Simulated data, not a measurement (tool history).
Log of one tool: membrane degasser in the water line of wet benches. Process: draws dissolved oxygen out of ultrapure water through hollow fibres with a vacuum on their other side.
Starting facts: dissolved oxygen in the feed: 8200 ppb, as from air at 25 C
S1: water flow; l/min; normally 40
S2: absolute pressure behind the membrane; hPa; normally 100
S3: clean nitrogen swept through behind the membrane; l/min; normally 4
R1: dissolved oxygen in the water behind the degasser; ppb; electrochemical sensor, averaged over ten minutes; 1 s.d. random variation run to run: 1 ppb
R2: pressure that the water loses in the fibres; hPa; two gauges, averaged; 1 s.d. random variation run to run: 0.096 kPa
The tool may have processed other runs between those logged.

{"run": 1, "day": 0.0, "S1": 40, "S2": 100, "S3": 4, "R1": 175.5, "R2": 271.8}
{"run": 2, "day": 5.188, "S1": 44, "S2": 100, "S3": 4, "R1": 195.2, "R2": 299.6}
{"run": 3, "day": 13.162, "S1": 40, "S2": 100, "S3": 4, "R1": 173.6, "R2": 273.1}
{"run": 4, "day": 21.092, "S1": 40, "S2": 100, "S3": 4.4, "R1": 159.6, "R2": 271.8}
{"run": 5, "day": 27.854, "S1": 40, "S2": 100, "S3": 4.4, "R1": 161.1, "R2": 273.3}
{"run": 6, "day": 34.433, "S1": 40, "S2": 100, "S3": 4.4, "R1": 160.7, "R2": 273.8}
{"run": 7, "day": 38.904, "S1": 52, "S2": 100, "S3": 4.4, "R1": 222.6, "R2": 357.9}
{"run": 8, "day": 43.879, "S1": 40, "S2": 67, "S3": 4, "R1": 101.2, "R2": 274.1}
{"day": 48.288, "done": "seals of the vacuum lines changed"}
{"run": 9, "day": 51.371, "S1": 25, "S2": 100, "S3": 4, "R1": 108.2, "R2": 170.5}
{"run": 10, "day": 57.871, "S1": 25, "S2": 100, "S3": 4, "R1": 111, "R2": 169}
{"run": 11, "day": 62.304, "S1": 25, "S2": 100, "S3": 4, "R1": 110, "R2": 171.5}
{"run": 12, "day": 70.954, "S1": 25, "S2": 100, "S3": 4, "R1": 110.3, "R2": 172.1}
{"run": 13, "day": 78.45, "S1": 40, "S2": 90, "S3": 4, "R1": 154.3, "R2": 275.2}
{"run": 14, "day": 86.638, "S1": 40, "S2": 90, "S3": 4, "R1": 155.7, "R2": 277.7}
{"day": 91.479, "done": "vacuum gauge calibrated"}
{"run": 15, "day": 92.871, "S1": 40, "S2": 100, "S3": 4, "R1": 165.4, "R2": 276.5}
{"run": 16, "day": 100.738, "S1": 40, "S2": 100, "S3": 4, "R1": 166.3, "R2": 276.6}
{"run": 17, "day": 105.467, "S1": 24, "S2": 207, "S3": 1.72, "R1": 529.6, "R2": 166.6}
{"run": 18, "day": 112.017, "S1": 52, "S2": 100, "S3": 7.72, "R1": 140.5, "R2": 359.4}
{"run": 19, "day": 120.229, "S1": 52, "S2": 100, "S3": 7.72, "R1": 140.3, "R2": 359}
{"run": 20, "day": 128.433, "S1": 43, "S2": 74, "S3": 7.72, "R1": 68.8, "R2": 297.7}
{"run": 21, "day": 134.467, "S1": 62, "S2": 84, "S3": 6.24, "R1": 191, "R2": 429.9}
{"run": 22, "day": 138.167, "S1": 52, "S2": 115, "S3": 4.17, "R1": 269.2, "R2": 359.7}
{"run": 23, "day": 147.212, "S1": 52, "S2": 115, "S3": 4.17, "R1": 271.5, "R2": 360.3}
{"run": 24, "day": 151.896, "S1": 52, "S2": 129, "S3": 6.37, "R1": 217.9, "R2": 361.5}
{"run": 25, "day": 157.471, "S1": 48, "S2": 199, "S3": 8.11, "R1": 255.6, "R2": 334.3}
{"run": 26, "day": 162.471, "S1": 48, "S2": 199, "S3": 8.11, "R1": 258.4, "R2": 335.9}
{"run": 27, "day": 168.596, "S1": 32, "S2": 231, "S3": 4.04, "R1": 367.4, "R2": 221.2}
{"run": 28, "day": 176.3, "S1": 27, "S2": 84, "S3": 2.01, "R1": 165.8, "R2": 188.4}
{"run": 29, "day": 185.412, "S1": 27, "S2": 84, "S3": 2.01, "R1": 164.4, "R2": 188.6}
{"run": 30, "day": 193.662, "S1": 26, "S2": 228, "S3": 3.66, "R1": 331.9, "R2": 180.9}
{"run": 31, "day": 198.5, "S1": 26, "S2": 228, "S3": 3.66, "R1": 330.3, "R2": 180.9}

What if the next run were any one of these 4? Each begins from the tool's condition after run 31:
{"run": "A", "day": 204.321, "S1": 46, "S2": 100, "S3": 4, "R1": "?", "R2": "?"}
{"run": "B", "day": 204.321, "S1": 26, "S2": 135, "S3": 4.99, "R1": "?", "R2": "?"}
{"run": "C", "day": 204.321, "S1": 45, "S2": 69, "S3": 11.97, "R1": "?", "R2": "?"}
{"run": "D", "day": 204.321, "S1": 32, "S2": 100, "S3": 4, "R1": "?", "R2": "?"}

run=A R1=202.1 R2=322.4
run=B R1=134.4 R2=184.3
run=C R1=51.8 R2=316.4
run=D R1=133.5 R2=224.3
Take away the tool's hidden state, keep each run's random variation, and the runs would have read:
run=A R1=193.3 R2=313.5
run=B R1=130.3 R2=179.3
run=C R1=47.2 R2=307.8
run=D R1=128.3 R2=218.2

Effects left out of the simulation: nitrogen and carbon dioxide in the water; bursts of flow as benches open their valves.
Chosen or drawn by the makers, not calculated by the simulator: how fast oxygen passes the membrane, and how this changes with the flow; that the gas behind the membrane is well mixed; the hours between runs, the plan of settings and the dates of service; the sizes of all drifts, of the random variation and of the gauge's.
